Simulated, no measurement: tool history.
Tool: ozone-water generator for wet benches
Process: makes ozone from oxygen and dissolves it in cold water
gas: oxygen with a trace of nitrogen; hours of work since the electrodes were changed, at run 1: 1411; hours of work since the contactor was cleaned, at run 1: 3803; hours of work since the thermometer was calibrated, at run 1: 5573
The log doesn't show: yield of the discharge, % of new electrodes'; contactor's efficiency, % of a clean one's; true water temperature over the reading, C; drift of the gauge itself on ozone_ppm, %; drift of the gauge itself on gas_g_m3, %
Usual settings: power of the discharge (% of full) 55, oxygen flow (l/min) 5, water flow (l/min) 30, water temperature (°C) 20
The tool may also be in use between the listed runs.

run	hour	power of the discharge (% of full)	oxygen flow (l/min)	water flow (l/min)	water temperature (°C)	hours of work since the electrodes were changed	hours of work since the contactor was cleaned	hours of work since the thermometer was calibrated	dissolved ozone (ppm)	ozone in the gas ahead of the water (g/m3)
1	0	55	5	30	20	1411	3803	5573	10.8	165.2
2	81.5	55	8.76	30	20	1492	3884	5653	10.2	109.9
# hour 96.5: water thermometer calibrated
3	160.8	55	5.94	30	20	1570	3961	64	10.5	145.3
4	247.9	55	5.94	30	20	1656	4048	150	10.4	145.6
5	302.3	55	5	30	20	1709	4101	204	10.6	162
6	394.3	55	5	30	20	1801	4192	295	10.7	161
7	484.6	55	5	30	20	1890	4282	384	10.3	161.8
8	576.8	55	5	30	20	1981	4373	475	10.5	163.2
9	617.5	55	5	30	20	2021	4413	515	10.4	162.1
10	672.7	55	5	30	20	2076	4468	570	10.6	161.7
11	741	55	5	30	20	2143	4535	637	10.6	163.6
12	791.5	55	5	30	20	2193	4585	687	10.5	163.1
13	865.7	55	5	30	20	2267	4659	761	10.6	163
14	926.9	55	5	30	20	2327	4719	821	10.4	161.9
15	997	55	5	30	20	2397	4789	891	10.3	160.8
16	1048.3	55	5	30	20	2447	4839	941	10.3	161.9
17	1142.9	51	5	30	20	2541	4933	1035	9.9	151.4
18	1199.1	51	5	30	20	2596	4988	1091	9.7	150.7
19	1246.2	41	5	33	20	2643	5035	1137	7.6	129.1
20	1292.8	41	5	33	20	2689	5081	1183	7.7	130.5
21	1332.6	41	4.99	33	19	2729	5120	1223	7.6	131.9
22	1402.4	66	3.56	18	19	2798	5189	1292	19.5	233.6

The next listed run, before its measurement:
23	1452.3	66	3.56	21	18	2847	5239	1341	?	?

{"run 23": {"dissolved ozone (ppm)": 17.1, "ozone in the gas ahead of the water (g/m3)": 233.5}}
Without the tool's hidden state the same run would have given dissolved ozone (ppm) 18.3, ozone in the gas ahead of the water (g/m3) 243.1.
